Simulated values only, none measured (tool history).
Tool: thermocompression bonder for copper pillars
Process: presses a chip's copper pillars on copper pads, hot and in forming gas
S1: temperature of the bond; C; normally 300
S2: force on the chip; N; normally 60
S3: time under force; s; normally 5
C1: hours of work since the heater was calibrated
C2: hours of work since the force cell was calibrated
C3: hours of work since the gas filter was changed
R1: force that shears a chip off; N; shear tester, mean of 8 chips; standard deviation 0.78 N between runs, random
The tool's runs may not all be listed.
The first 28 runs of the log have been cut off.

run 29 hour=598.1 | S1=325 S2=43 S3=4 | C1=676 C2=786 C3=184 | R1=50.9
run 30 hour=622.5 | S1=300 S2=45 S3=12 | C1=691 C2=802 C3=200 | R1=58.6
run 31 hour=644.1 | S1=328 S2=85 S3=12 | C1=705 C2=815 C3=213 | R1=99.2
run 32 hour=665.6 | S1=300 S2=55 S3=4 | C1=718 C2=829 C3=227 | R1=45.3
run 33 hour=689.5 | S1=275 S2=55 S3=7 | C1=733 C2=844 C3=242 | R1=40.7
run 34 hour=702.6 | S1=325 S2=60 S3=5 | C1=742 C2=852 C3=250 | R1=66.3
run 35 hour=729 | S1=325 S2=60 S3=5 | C1=758 C2=869 C3=267 | R1=68.3
run 36 hour=759.9 | S1=325 S2=60 S3=5 | C1=778 C2=888 C3=286 | R1=67.5
run 37 hour=783.8 | S1=325 S2=50 S3=5 | C1=793 C2=903 C3=301 | R1=57.6
run 38 hour=797.8 | S1=330 S2=61 S3=6 | C1=802 C2=912 C3=310 | R1=73.4
run 39 hour=821.2 | S1=330 S2=61 S3=6 | C1=816 C2=927 C3=325 | R1=72.6
run 40 hour=844 | S1=285 S2=39 S3=4 | C1=831 C2=941 C3=339 | R1=26.7

What if the next run were any one of these 4? Each begins from the tool's condition after run 40:
run A hour=861.5 | S1=300 S2=54 S3=5 | C1=842 C2=952 C3=350 | R1=?
run B hour=861.5 | S1=272 S2=75 S3=5 | C1=842 C2=952 C3=350 | R1=?
run C hour=861.5 | S1=308 S2=60 S3=5 | C1=842 C2=952 C3=350 | R1=?
run D hour=861.5 | S1=300 S2=36 S3=5 | C1=842 C2=952 C3=350 | R1=?

run=A R1=47
run=B R1=42.1
run=C R1=54.3
run=D R1=33.3
Had the tool no hidden state, the same runs would have come out as:
run=A R1=55.1
run=B R1=50
run=C R1=63.3
run=D R1=39.5

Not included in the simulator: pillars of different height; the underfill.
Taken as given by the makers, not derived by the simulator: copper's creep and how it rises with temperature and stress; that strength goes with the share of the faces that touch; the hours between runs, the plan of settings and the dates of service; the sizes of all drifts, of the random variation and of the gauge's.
